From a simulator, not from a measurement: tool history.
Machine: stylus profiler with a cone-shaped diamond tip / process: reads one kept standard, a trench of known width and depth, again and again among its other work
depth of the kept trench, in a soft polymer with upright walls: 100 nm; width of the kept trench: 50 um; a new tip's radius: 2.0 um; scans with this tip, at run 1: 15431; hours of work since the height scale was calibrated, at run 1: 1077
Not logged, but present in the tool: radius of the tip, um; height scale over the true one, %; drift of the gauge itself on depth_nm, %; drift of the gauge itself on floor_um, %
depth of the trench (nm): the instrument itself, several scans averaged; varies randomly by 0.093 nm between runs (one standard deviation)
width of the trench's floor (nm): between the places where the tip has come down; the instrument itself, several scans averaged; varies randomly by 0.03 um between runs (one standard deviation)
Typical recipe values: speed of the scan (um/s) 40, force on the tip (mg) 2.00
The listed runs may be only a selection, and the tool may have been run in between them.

run   hour  speed of the scan (um/s)  force on the tip (mg)  scans with this tip  hours of work since the height scale was calibrated  depth of the trench (nm)  width of the trench's floor (nm)
  1    0.0                        40                   2.00                15431                                                 1077                    100.83                             48540
  2   25.9                        40                   2.00                15607                                                 1090                    100.84                             48500
  3   49.9                        40                   2.00                15769                                                 1101                    100.98                             48470
  4   65.1                        40                   2.00                15871                                                 1108                    100.81                             48530
  5   82.2                        40                   2.00                15988                                                 1116                    100.62                             48530
  6   93.0                        40                   1.05                16061                                                 1121                    100.48                             48420
  7  113.4                        40                   2.00                16199                                                 1131                    100.82                             48520
  8  139.0                        40                   1.03                16372                                                 1143                    100.51                             48440
  9  163.9                        59                   3.14                16541                                                 1155                    101.24                             48420
 10  178.1                        59                   3.14                16637                                                 1161                    101.00                             48480
 11  190.8                        59                   3.14                16723                                                 1167                    101.14                             48520
 12  212.0                        17                   3.08                16867                                                 1178                    101.24                             48690
 13  234.6                        17                   3.08                17020                                                 1188                    101.06                             48730
 14  253.4                        17                   3.08                17147                                                 1197                    100.93                             48720
 15  270.4                        40                   0.68                17262                                                 1205                    100.30                             48410

Alternative continuations, all from the tool just after run 15; predict every row:
  A  281.8                        39                   0.76                17339                                                 1210                         ?                                 ?
  B  281.8                        75                   2.54                17339                                                 1210                         ?                                 ?
  C  281.8                        20                   2.67                17339                                                 1210                         ?                                 ?

run  depth of the trench (nm)  width of the trench's floor (nm)
  A                    100.38                             48400
  B                    101.11                             48340
  C                    100.99                             48630
With no hidden state in the tool, these same runs would have given:
run  depth of the trench (nm)  width of the trench's floor (nm)
  A                    100.38                             48410
  B                    101.11                             48360
  C                    101.00                             48640
